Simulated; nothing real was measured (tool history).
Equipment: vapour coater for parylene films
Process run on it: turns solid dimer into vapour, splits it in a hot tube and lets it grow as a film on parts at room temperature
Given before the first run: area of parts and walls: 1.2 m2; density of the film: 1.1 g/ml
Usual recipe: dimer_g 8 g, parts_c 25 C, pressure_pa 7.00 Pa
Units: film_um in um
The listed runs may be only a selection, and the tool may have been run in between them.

run   hour  dimer_g  parts_c  pressure_pa  film_um
  1    0.0        8       25         7.00     3.12
  2   14.9        8       25         7.00     3.13
  3   37.0        8       25         7.00     3.11
  4   51.9        8       25         7.00     3.10
  5   78.6       10       25         7.00     3.82
  6   91.0       10       25         7.00     3.84
  7  104.8        8       34         7.00     2.31
  8  126.5        8       34         7.00     2.29
  9  152.7        8       34         7.00     2.32
 10  166.7        8       18         7.00     3.75
     173.1  -- trap's valve overhauled
 11  195.8        8       25         4.31     3.59
 12  225.4        8       25         7.00     3.41
 13  246.5        8       25         7.00     3.31
 14  264.7        8       25         7.00     3.36
 15  292.8        5       25         7.00     2.10
 16  318.3        8       17         7.00     4.24
 17  343.0        8       17         7.00     4.27
 18  355.2        8       17         7.00     4.36
 19  368.2        8       17         7.00     4.24
 20  389.7        7       25         7.00     2.87
 21  413.1        7       25         7.00     2.88
 22  427.8       10       25         7.00     4.01
 23  450.6        8       25         7.00     3.25
 24  475.1        8       25         7.00     3.26
 25  488.5        6       25         2.21     2.75
 26  511.8        6       22         8.91     2.55
 27  539.8        4       30         5.98     1.39
 28  553.4       11       23         4.10     4.95
 29  569.4       10       27        11.13     3.62
 30  589.7        4       37        11.13     1.05
 31  606.7        8       25        10.45     3.10
 32  631.2        8       25        10.45     3.09
 33  647.5        8       25        10.45     3.03
 34  673.5        5       25        10.45     1.97
 35  690.3        5       21         4.53     2.35
 36  714.2        3       19         4.53     1.55
 37  736.8       13       25         2.16     5.77
 38  760.5        6       30         2.58     2.21
 39  778.4       11       21         7.00     4.87
 40  803.2        4       21         7.00     1.76
 41  828.7       11       21         4.77     5.04
 42  846.6       11       21         4.77     5.01
 43  863.0       10       28         9.02     3.45
 44  877.7       14       18         8.41     6.61
 45  892.6       10       18         6.86     4.81
 46  920.0       10       25         7.00     3.85
 47  940.8        8       21         7.00     3.53

Consider 4 possible next runs. They are alternatives, not a sequence: every one starts from the tool as it was left by run 47. What does each give?
  A  957.2        8       25         7.76        ?
  B  957.2        4       25         6.75        ?
  C  957.2       10       35         7.00        ?
  D  957.2        9       29         3.87        ?

run  film_um
  A     3.01
  B     1.56
  C     2.73
  D     3.20
Without the tool's unlogged condition, the same runs would have read:
run  film_um
  A     3.41
  B     1.76
  C     3.09
  D     3.62

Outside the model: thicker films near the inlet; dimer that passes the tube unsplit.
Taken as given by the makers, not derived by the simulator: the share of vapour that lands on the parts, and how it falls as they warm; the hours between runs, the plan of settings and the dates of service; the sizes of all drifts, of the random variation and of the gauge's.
